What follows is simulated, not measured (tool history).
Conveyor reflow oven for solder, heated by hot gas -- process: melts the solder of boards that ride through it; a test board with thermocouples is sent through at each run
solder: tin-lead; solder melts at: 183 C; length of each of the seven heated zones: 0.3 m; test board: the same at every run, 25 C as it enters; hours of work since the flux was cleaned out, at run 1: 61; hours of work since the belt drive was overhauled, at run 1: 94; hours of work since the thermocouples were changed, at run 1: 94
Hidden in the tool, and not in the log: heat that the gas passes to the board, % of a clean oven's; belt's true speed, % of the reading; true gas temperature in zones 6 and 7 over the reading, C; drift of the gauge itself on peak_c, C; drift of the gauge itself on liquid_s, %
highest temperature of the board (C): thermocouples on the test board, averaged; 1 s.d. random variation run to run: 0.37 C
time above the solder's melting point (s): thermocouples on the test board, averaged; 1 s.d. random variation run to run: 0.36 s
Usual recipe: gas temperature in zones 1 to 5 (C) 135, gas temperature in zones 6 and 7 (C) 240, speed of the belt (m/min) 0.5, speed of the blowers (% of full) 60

run,hour,gas temperature in zones 1 to 5 (C),gas temperature in zones 6 and 7 (C),speed of the belt (m/min),speed of the blowers (% of full),hours of work since the flux was cleaned out,hours of work since the belt drive was overhauled,hours of work since the thermocouples were changed,highest temperature of the board (C),time above the solder's melting point (s)
1,0,135,240,0.5,60,61,94,94,215.7,51.9
2,17.1,135,240,0.5,60,74,107,107,216.4,50.4
3,42.7,135,240,0.5,60,92,125,125,216.3,51.1
4,59.4,135,248,0.5,60,104,137,137,223.1,55.7
5,87.7,135,248,0.5,60,125,158,158,223.7,56.1
6,112.6,135,248,0.5,60,143,176,176,223.8,56.2
7,132.2,135,240,0.5,60,157,190,190,216.4,51.1
8,153.9,135,240,0.5,60,173,206,206,216.5,51.3
9,174.1,135,240,0.5,60,187,220,220,216,51.6
10,191.5,135,240,0.5,60,200,233,233,216.8,51
11,206.1,135,240,0.5,60,210,243,243,216.6,51.7
12,224.4,135,240,0.5,60,224,257,257,216.4,52
13,253.8,146,240,0.5,60,245,278,278,219.1,56.9
14,281.3,135,240,0.5,60,265,298,298,216,51.6
15,306.3,135,240,0.5,60,283,316,316,215.8,51.2
16,326.7,135,240,0.5,60,298,331,331,216.7,51.2
17,352.9,140,245,0.403,90,317,350,350,236.5,82
18,370.9,143,240,0.447,60,330,363,363,222.3,65.8
19,393.2,143,240,0.447,60,346,379,379,222.3,65.6
20,416.3,128,240,0.454,60,363,396,396,218.9,56.7
21,434.3,142,240,0.5,63,376,409,409,218.5,56.2
# hour 441.9: flux residue cleaned out of gas plates and filters
22,466.5,145,237,0.569,85,18,428,428,218.7,49.8
23,491,147,240,0.5,73,36,446,446,223.4,61.2
24,509.1,147,246,0.5,57,49,459,459,223.1,60
25,534,135,246,0.5,57,67,477,477,220.1,54.8
26,548.1,127,240,0.592,60,77,487,487,206.7,33.3
27,577,140,247,0.585,84,98,508,508,225.4,50.5
28,598.7,144,247,0.585,88,113,524,524,227.4,52.9
29,621.6,134,240,0.5,83,130,540,540,223.5,56.4
30,635.2,134,240,0.5,83,140,550,550,223.4,56.9
# hour 644.1: thermocouples of zones 6 and 7 changed
31,660.4,126,242,0.496,79,157,567,12,223.3,55.3

Alternative continuations, all from the tool just after run 31; predict every row:
A,686.4,130,240,0.5,60,175,586,31,?,?
B,686.4,120,233,0.496,87,175,586,31,?,?
C,686.4,126,240,0.496,56,175,586,31,?,?

run,highest temperature of the board (C),time above the solder's melting point (s)
A,215.1,48.9
B,216.1,49.1
C,212.4,45.7
Stripped of hidden state, with their random variation kept, the same runs would have yielded:
run,highest temperature of the board (C),time above the solder's melting point (s)
A,215.2,48.9
B,216.2,49.1
C,212.5,45.7
